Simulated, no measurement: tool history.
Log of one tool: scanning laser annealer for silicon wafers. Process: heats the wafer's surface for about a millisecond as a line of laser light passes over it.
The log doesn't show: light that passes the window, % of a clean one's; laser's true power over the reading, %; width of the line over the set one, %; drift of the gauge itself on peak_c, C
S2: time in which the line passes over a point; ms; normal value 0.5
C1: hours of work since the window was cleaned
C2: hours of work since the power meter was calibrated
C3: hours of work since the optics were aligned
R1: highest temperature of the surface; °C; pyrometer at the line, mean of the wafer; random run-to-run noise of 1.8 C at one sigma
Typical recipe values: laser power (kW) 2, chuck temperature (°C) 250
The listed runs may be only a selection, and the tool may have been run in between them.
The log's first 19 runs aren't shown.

{"run": 20, "hour": 553.7, "laser power (kW)": 2, "S2": 0.5, "chuck temperature (°C)": 250, "C1": 546, "C2": 854, "C3": 584, "R1": 1045}
{"run": 21, "hour": 588.1, "laser power (kW)": 1.72, "S2": 0.5, "chuck temperature (°C)": 250, "C1": 573, "C2": 882, "C3": 611, "R1": 929}
{"run": 22, "hour": 625.3, "laser power (kW)": 1.791, "S2": 0.602, "chuck temperature (°C)": 218, "C1": 603, "C2": 911, "C3": 641, "R1": 992}
{"run": 23, "hour": 645.2, "laser power (kW)": 2.139, "S2": 0.602, "chuck temperature (°C)": 241, "C1": 619, "C2": 927, "C3": 657, "R1": 1178}
{"run": 24, "hour": 680.0, "laser power (kW)": 2.126, "S2": 0.5, "chuck temperature (°C)": 250, "C1": 646, "C2": 955, "C3": 684, "R1": 1102}
{"run": 25, "hour": 703.2, "laser power (kW)": 2.126, "S2": 0.5, "chuck temperature (°C)": 250, "C1": 665, "C2": 973, "C3": 703, "R1": 1101}
{"run": 26, "hour": 735.1, "laser power (kW)": 1.704, "S2": 0.469, "chuck temperature (°C)": 250, "C1": 690, "C2": 998, "C3": 728, "R1": 900}
{"hour": 768.3, "done": "window over the wafer cleaned"}
{"run": 27, "hour": 773.1, "laser power (kW)": 1.842, "S2": 0.576, "chuck temperature (°C)": 255, "C1": 4, "C2": 1027, "C3": 757, "R1": 1037}
{"run": 28, "hour": 797.1, "laser power (kW)": 2, "S2": 0.474, "chuck temperature (°C)": 250, "C1": 23, "C2": 1046, "C3": 776, "R1": 1028}
{"run": 29, "hour": 832.1, "laser power (kW)": 1.986, "S2": 0.521, "chuck temperature (°C)": 275, "C1": 51, "C2": 1074, "C3": 804, "R1": 1082}
{"run": 30, "hour": 855.9, "laser power (kW)": 1.986, "S2": 0.521, "chuck temperature (°C)": 275, "C1": 70, "C2": 1093, "C3": 823, "R1": 1079}
{"run": 31, "hour": 881.0, "laser power (kW)": 1.986, "S2": 0.521, "chuck temperature (°C)": 275, "C1": 90, "C2": 1113, "C3": 842, "R1": 1084}
{"run": 32, "hour": 917.5, "laser power (kW)": 1.804, "S2": 0.503, "chuck temperature (°C)": 231, "C1": 119, "C2": 1142, "C3": 872, "R1": 945}
{"run": 33, "hour": 944.7, "laser power (kW)": 1.934, "S2": 0.419, "chuck temperature (°C)": 246, "C1": 140, "C2": 1164, "C3": 893, "R1": 951}
{"run": 34, "hour": 980.0, "laser power (kW)": 1.886, "S2": 0.5, "chuck temperature (°C)": 250, "C1": 168, "C2": 1192, "C3": 921, "R1": 998}
{"run": 35, "hour": 996.5, "laser power (kW)": 1.886, "S2": 0.5, "chuck temperature (°C)": 250, "C1": 181, "C2": 1205, "C3": 934, "R1": 996}
{"run": 36, "hour": 1015.2, "laser power (kW)": 1.959, "S2": 0.417, "chuck temperature (°C)": 252, "C1": 196, "C2": 1220, "C3": 949, "R1": 965}
{"run": 37, "hour": 1049.4, "laser power (kW)": 1.959, "S2": 0.417, "chuck temperature (°C)": 252, "C1": 224, "C2": 1247, "C3": 976, "R1": 965}
{"hour": 1083.0, "done": "optics aligned, line set to its width"}
{"run": 38, "hour": 1084.6, "laser power (kW)": 1.959, "S2": 0.417, "chuck temperature (°C)": 252, "C1": 248, "C2": 1271, "C3": 1, "R1": 966}
{"run": 39, "hour": 1118.0, "laser power (kW)": 2.175, "S2": 0.373, "chuck temperature (°C)": 276, "C1": 274, "C2": 1297, "C3": 28, "R1": 1031}
{"run": 40, "hour": 1135.6, "laser power (kW)": 2.175, "S2": 0.373, "chuck temperature (°C)": 276, "C1": 288, "C2": 1311, "C3": 42, "R1": 1031}
{"run": 41, "hour": 1162.6, "laser power (kW)": 2.013, "S2": 0.463, "chuck temperature (°C)": 258, "C1": 310, "C2": 1333, "C3": 63, "R1": 1028}
{"run": 42, "hour": 1189.6, "laser power (kW)": 2.013, "S2": 0.463, "chuck temperature (°C)": 258, "C1": 331, "C2": 1354, "C3": 85, "R1": 1034}

3 options for the next run, each taken on its own from the tool as it stands now. Forecast them:
{"run": "A", "hour": 1214.4, "laser power (kW)": 1.758, "S2": 0.399, "chuck temperature (°C)": 216, "C1": 351, "C2": 1374, "C3": 105, "R1": "?"}
{"run": "B", "hour": 1214.4, "laser power (kW)": 2.013, "S2": 0.605, "chuck temperature (°C)": 258, "C1": 351, "C2": 1374, "C3": 105, "R1": "?"}
{"run": "C", "hour": 1214.4, "laser power (kW)": 2, "S2": 0.5, "chuck temperature (°C)": 237, "C1": 351, "C2": 1374, "C3": 105, "R1": "?"}

run=A R1=833
run=B R1=1137
run=C R1=1033
With no hidden state in the tool, these same runs would have given:
run=A R1=833
run=B R1=1138
run=C R1=1034
